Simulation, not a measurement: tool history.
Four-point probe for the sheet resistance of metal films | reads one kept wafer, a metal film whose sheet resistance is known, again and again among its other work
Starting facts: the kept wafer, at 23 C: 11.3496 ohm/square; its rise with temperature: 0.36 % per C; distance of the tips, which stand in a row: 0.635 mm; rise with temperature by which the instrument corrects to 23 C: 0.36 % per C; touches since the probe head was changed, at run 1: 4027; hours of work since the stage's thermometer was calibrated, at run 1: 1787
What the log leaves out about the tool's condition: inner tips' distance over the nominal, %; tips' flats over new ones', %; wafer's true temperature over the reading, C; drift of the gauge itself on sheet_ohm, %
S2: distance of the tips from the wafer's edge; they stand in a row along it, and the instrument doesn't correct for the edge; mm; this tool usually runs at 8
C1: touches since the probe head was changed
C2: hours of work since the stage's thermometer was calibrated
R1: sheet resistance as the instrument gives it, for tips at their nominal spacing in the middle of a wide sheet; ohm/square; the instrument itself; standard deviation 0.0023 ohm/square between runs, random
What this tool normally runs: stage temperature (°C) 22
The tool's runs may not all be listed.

run 1 hour=0 | stage_temperature_(°C)=22 S2=8 | C1=4027 C2=1787 | R1=11.388853
run 2 hour=33.2 | stage_temperature_(°C)=22 S2=8 | C1=4542 C2=1806 | R1=11.386729
run 3 hour=85.3 | stage_temperature_(°C)=22 S2=8 | C1=5352 C2=1836 | R1=11.386724
run 4 hour=138.9 | stage_temperature_(°C)=22 S2=27 | C1=6185 C2=1867 | R1=11.352187
run 5 hour=204.8 | stage_temperature_(°C)=22 S2=27 | C1=7208 C2=1906 | R1=11.350445
run 6 hour=252.5 | stage_temperature_(°C)=22 S2=8 | C1=7949 C2=1933 | R1=11.382887
run 7 hour=283.3 | stage_temperature_(°C)=22 S2=8 | C1=8428 C2=1951 | R1=11.391392
run 8 hour=345.7 | stage_temperature_(°C)=22 S2=8 | C1=9397 C2=1987 | R1=11.390891
run 9 hour=406.2 | stage_temperature_(°C)=22 S2=8 | C1=10337 C2=2022 | R1=11.386004
run 10 hour=437.5 | stage_temperature_(°C)=22 S2=8 | C1=10823 C2=2040 | R1=11.392988
run 11 hour=500.7 | stage_temperature_(°C)=22 S2=8 | C1=11804 C2=2077 | R1=11.386468
run 12 hour=572.4 | stage_temperature_(°C)=22 S2=8 | C1=12918 C2=2118 | R1=11.395438
run 13 hour=612.6 | stage_temperature_(°C)=21 S2=8 | C1=13541 C2=2141 | R1=11.386313
run 14 hour=662.9 | stage_temperature_(°C)=21 S2=8 | C1=14323 C2=2171 | R1=11.392574
-- hour=724.4 stage's thermometer calibrated
run 15 hour=729.5 | stage_temperature_(°C)=22 S2=8 | C1=15350 C2=3 | R1=11.386813
run 16 hour=776.9 | stage_temperature_(°C)=22 S2=37 | C1=16085 C2=30 | R1=11.348767
run 17 hour=824.7 | stage_temperature_(°C)=22 S2=8 | C1=16829 C2=58 | R1=11.391027
run 18 hour=890.5 | stage_temperature_(°C)=22 S2=8 | C1=17851 C2=96 | R1=11.388154
run 19 hour=936.6 | stage_temperature_(°C)=22 S2=8 | C1=18567 C2=123 | R1=11.390957
run 20 hour=979.1 | stage_temperature_(°C)=31 S2=11 | C1=19226 C2=147 | R1=11.368462
run 21 hour=1038.2 | stage_temperature_(°C)=22 S2=32 | C1=20144 C2=181 | R1=11.349391
run 22 hour=1086.3 | stage_temperature_(°C)=22 S2=14 | C1=20891 C2=209 | R1=11.358015
run 23 hour=1145.1 | stage_temperature_(°C)=28 S2=30 | C1=21805 C2=243 | R1=11.353574
run 24 hour=1218.4 | stage_temperature_(°C)=28 S2=30 | C1=22943 C2=286 | R1=11.351007
run 25 hour=1292.3 | stage_temperature_(°C)=28 S2=30 | C1=24091 C2=328 | R1=11.354391
run 26 hour=1367.8 | stage_temperature_(°C)=22 S2=30 | C1=25264 C2=372 | R1=11.347996
run 27 hour=1441.1 | stage_temperature_(°C)=19 S2=38 | C1=26403 C2=415 | R1=11.351885
run 28 hour=1490.7 | stage_temperature_(°C)=19 S2=38 | C1=27173 C2=443 | R1=11.35438
run 29 hour=1534.1 | stage_temperature_(°C)=34 S2=3 | C1=27847 C2=468 | R1=11.61373
run 30 hour=1573.1 | stage_temperature_(°C)=34 S2=3 | C1=28452 C2=491 | R1=11.608877
run 31 hour=1641.6 | stage_temperature_(°C)=31 S2=13 | C1=29517 C2=530 | R1=11.365103
run 32 hour=1691.1 | stage_temperature_(°C)=31 S2=13 | C1=30286 C2=559 | R1=11.3602
run 33 hour=1754.1 | stage_temperature_(°C)=29 S2=58 | C1=31263 C2=596 | R1=11.349195
run 34 hour=1787.2 | stage_temperature_(°C)=29 S2=58 | C1=31778 C2=615 | R1=11.351387
run 35 hour=1843.9 | stage_temperature_(°C)=29 S2=5 | C1=32658 C2=647 | R1=11.448348
run 36 hour=1916.7 | stage_temperature_(°C)=28 S2=8 | C1=33790 C2=690 | R1=11.385013
run 37 hour=1967.9 | stage_temperature_(°C)=20 S2=3 | C1=34584 C2=719 | R1=11.619673

Branching from run 37: 4 alternative next runs. What would each branch give?
run A hour=2041.8 | stage_temperature_(°C)=22 S2=3 | C1=35733 C2=762 | R1=?
run B hour=2041.8 | stage_temperature_(°C)=22 S2=57 | C1=35733 C2=762 | R1=?
run C hour=2041.8 | stage_temperature_(°C)=22 S2=3 | C1=35733 C2=762 | R1=?
run D hour=2041.8 | stage_temperature_(°C)=34 S2=13 | C1=35733 C2=762 | R1=?

run=A R1=11.615814
run=B R1=11.353854
run=C R1=11.620656
run=D R1=11.364518
The same runs, with their run-to-run variation unchanged, on a tool lacking any hidden condition would have given:
run=A R1=11.615961
run=B R1=11.353998
run=C R1=11.620803
run=D R1=11.364661

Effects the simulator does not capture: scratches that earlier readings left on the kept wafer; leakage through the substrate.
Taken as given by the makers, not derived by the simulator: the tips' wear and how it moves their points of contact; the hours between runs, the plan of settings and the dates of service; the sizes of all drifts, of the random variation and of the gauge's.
